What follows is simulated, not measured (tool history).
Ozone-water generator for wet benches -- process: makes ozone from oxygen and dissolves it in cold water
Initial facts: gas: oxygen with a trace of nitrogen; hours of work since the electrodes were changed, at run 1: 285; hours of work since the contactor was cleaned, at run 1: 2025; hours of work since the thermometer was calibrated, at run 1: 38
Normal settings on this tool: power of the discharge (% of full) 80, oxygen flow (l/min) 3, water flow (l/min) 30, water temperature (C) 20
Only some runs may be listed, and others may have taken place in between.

run   hour  power of the discharge (% of full)  oxygen flow (l/min)  water flow (l/min)  water temperature (C)  hours of work since the electrodes were changed  hours of work since the contactor was cleaned  hours of work since the thermometer was calibrated  dissolved ozone (ppm)  ozone in the gas ahead of the water (g/m3)
  1      0                                  80                    3                  30                     20                                              285                                           2025                                                  38                   12.1                                       186.6
  2   16.1                                  80                 1.71                  30                     20                                              300                                           2041                                                  54                     10                                       245.2
  3   29.6                                  80                    3                  30                     20                                              313                                           2054                                                  67                     12                                       188.9
  4   58.5                                  80                    3                  24                     20                                              341                                           2081                                                  94                   14.6                                       186.6
  5   77.8                                  80                    3                  30                     20                                              360                                           2100                                                 113                     12                                       188.1
  6   99.7                                  80                    3                  30                     20                                              381                                           2121                                                 134                   11.9                                       188.1
  7    122                                  80                    3                  30                     20                                              402                                           2142                                                 155                   12.1                                       188.9
  8    137                                  80                 4.68                  30                     20                                              416                                           2157                                                 170                   13.2                                         154
  9  162.4                                  80                 4.68                  30                     20                                              441                                           2181                                                 194                   13.3                                         153
 10  182.4                                  80                 4.68                  30                     20                                              460                                           2200                                                 213                     13                                       152.5
 11  201.4                                  80                 4.68                  30                     20                                              478                                           2218                                                 231                   13.3                                       152.3
 12  215.7                                  80                 4.68                  30                     20                                              492                                           2232                                                 245                   13.4                                       151.8
 13  228.9                                  80                 4.68                  30                     20                                              505                                           2245                                                 258                   13.5                                       150.8
 14  245.4                                  86                    3                  30                     20                                              520                                           2261                                                 274                   12.6                                       198.6
 15  273.7                                  96                    3                  30                     20                                              547                                           2288                                                 301                   13.8                                         215
 16  293.2                                  96                    3                  30                     20                                              566                                           2306                                                 319                   13.8                                       215.3
 17  313.4                                  68                 2.48                  25                     14                                              586                                           2326                                                 339                   12.4                                       180.3
 18  339.8                                  54                    3                  30                     20                                              611                                           2351                                                 364                    9.1                                       140.1
 19  366.5                                  80                 2.92                  30                     20                                              637                                           2377                                                 390                   12.1                                       190.5
 20  391.2                                  99                    3                  30                     17                                              660                                           2400                                                 413                   14.5                                         220
 21  414.1                                  99                    3                  30                     17                                              682                                           2422                                                 435                   14.6                                       220.3
 22  437.8                                  99                    3                  30                     17                                              705                                           2445                                                 458                   14.6                                       219.8

Run 23 comes next. What will it give?
 23  453.3                                  99                    3                  30                     12                                              720                                           2460                                                 473                      ?                                           ?

{"run 23": {"dissolved ozone (ppm)": 15.1, "ozone in the gas ahead of the water (g/m3)": 221.6}}
Had the tool carried no hidden state, the very same run would have given dissolved ozone (ppm) 15.1, ozone in the gas ahead of the water (g/m3) 221.6.
